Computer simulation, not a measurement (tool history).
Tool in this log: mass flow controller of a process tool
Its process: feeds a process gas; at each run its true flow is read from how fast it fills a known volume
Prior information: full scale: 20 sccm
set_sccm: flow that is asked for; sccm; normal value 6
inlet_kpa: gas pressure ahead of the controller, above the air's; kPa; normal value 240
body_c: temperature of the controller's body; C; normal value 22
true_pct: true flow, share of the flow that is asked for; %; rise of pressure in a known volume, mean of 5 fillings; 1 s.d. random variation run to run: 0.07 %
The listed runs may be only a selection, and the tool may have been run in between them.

run,day,set_sccm,inlet_kpa,body_c,true_pct
1,0,6,240,22,98.31
2,11.562,6,232,22,98.19
3,22.912,6,212,22,98.05
4,36.625,6,212,22,98.04
5,45.129,6,212,22,97.92
6,53.829,6,212,22,97.96
7,64.654,6,212,23,97.71
8,73.271,6,240,21,97.92
9,83.171,6,240,22,97.71
10,99.058,6,240,30,96.79
11,114.5,6,240,30,96.74
12,126.658,6,229,30,96.45
13,139.896,4,142,23,96.65
14,155.267,4,142,29,95.81
15,163.204,18,243,29,98.36
16,171.967,4,240,22,96.92
17,178.967,4,240,22,96.88
18,189.45,3,171,32,95.24
19,204.854,3,171,36,94.74
20,219.262,6,239,22,97

Removed from this log: 1 entry logged between the listed runs. Between which two listed runs does each belong, and how does the tool's hidden state at the listed run before it compare with that at the listed run after it?
Runs 19 to 20: controller's zero set anew (day 206.717)
  flow at rest that the sensor doesn't see, % of full scale: 0.005 -> 0; drift of the gauge itself on true_pct, %: -1.28 -> -1.37
  measured value less the no-hidden-state value, true_pct: -1.19 -> -1.34 %
